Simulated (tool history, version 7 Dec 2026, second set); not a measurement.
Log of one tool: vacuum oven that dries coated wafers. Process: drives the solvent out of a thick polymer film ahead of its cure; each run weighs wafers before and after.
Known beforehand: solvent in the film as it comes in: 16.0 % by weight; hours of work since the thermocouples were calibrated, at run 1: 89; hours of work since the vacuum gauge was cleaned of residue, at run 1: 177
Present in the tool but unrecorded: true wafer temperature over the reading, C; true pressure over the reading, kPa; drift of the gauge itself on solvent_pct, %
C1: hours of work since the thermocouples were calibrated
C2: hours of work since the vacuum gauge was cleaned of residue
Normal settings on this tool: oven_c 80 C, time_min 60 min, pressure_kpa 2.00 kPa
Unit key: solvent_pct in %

Run 1, hour 0.0: usual settings; C1 89; C2 177. Result: solvent_pct 3.10 %.
Run 2, hour 17.0: usual settings; C1 101; C2 189. Result: solvent_pct 2.95 %.
Run 3, hour 26.7: usual settings; C1 108; C2 195. Result: solvent_pct 2.98 %.
Run 4, hour 44.5: usual settings but pressure_kpa 7.69 kPa; C1 120; C2 208. Result: solvent_pct 3.94 %.
Run 5, hour 58.0: usual settings but time_min 96 min, pressure_kpa 7.69 kPa; C1 130; C2 217. Result: solvent_pct 2.45 %.
Run 6, hour 71.1: usual settings but time_min 96 min, pressure_kpa 7.69 kPa; C1 139; C2 227. Result: solvent_pct 2.53 %.
Run 7, hour 83.5: usual settings but time_min 96 min, pressure_kpa 7.69 kPa; C1 148; C2 235. Result: solvent_pct 2.49 %.
Run 8, hour 93.0: usual settings but time_min 96 min, pressure_kpa 7.69 kPa; C1 154; C2 242. Result: solvent_pct 2.50 %.
Run 9, hour 106.9: usual settings; C1 164; C2 252. Result: solvent_pct 2.94 %.
Run 10, hour 119.2: usual settings; C1 173; C2 260. Result: solvent_pct 2.92 %.
Run 11, hour 133.0: usual settings; C1 183; C2 270. Result: solvent_pct 3.12 %.
Run 12, hour 144.3: usual settings but oven_c 83 C, time_min 49 min, pressure_kpa 2.77 kPa; C1 190; C2 278. Result: solvent_pct 3.33 %.
Run 13, hour 159.8: usual settings but oven_c 90 C, time_min 49 min, pressure_kpa 2.77 kPa; C1 201; C2 289. Result: solvent_pct 1.81 %.
At hour 162.9: vacuum gauge cleaned of residue and calibrated.
Run 14, hour 177.4: usual settings but oven_c 90 C, time_min 49 min, pressure_kpa 2.77 kPa; C1 213; C2 10. Result: solvent_pct 1.78 %.
Run 15, hour 192.9: usual settings but oven_c 65 C, time_min 103 min, pressure_kpa 1.22 kPa; C1 224; C2 21. Result: solvent_pct 4.49 %.

For run 16, what comes out?
Run 16, hour 207.6: usual settings but oven_c 65 C, time_min 103 min, pressure_kpa 1.22 kPa; C1 234; C2 31. Result: solvent_pct ?.

For run 16 the tool returned solvent_pct 4.48 %.
With the hidden condition absent and the run-to-run variation left alone, this run would have shown solvent_pct 4.28 %.

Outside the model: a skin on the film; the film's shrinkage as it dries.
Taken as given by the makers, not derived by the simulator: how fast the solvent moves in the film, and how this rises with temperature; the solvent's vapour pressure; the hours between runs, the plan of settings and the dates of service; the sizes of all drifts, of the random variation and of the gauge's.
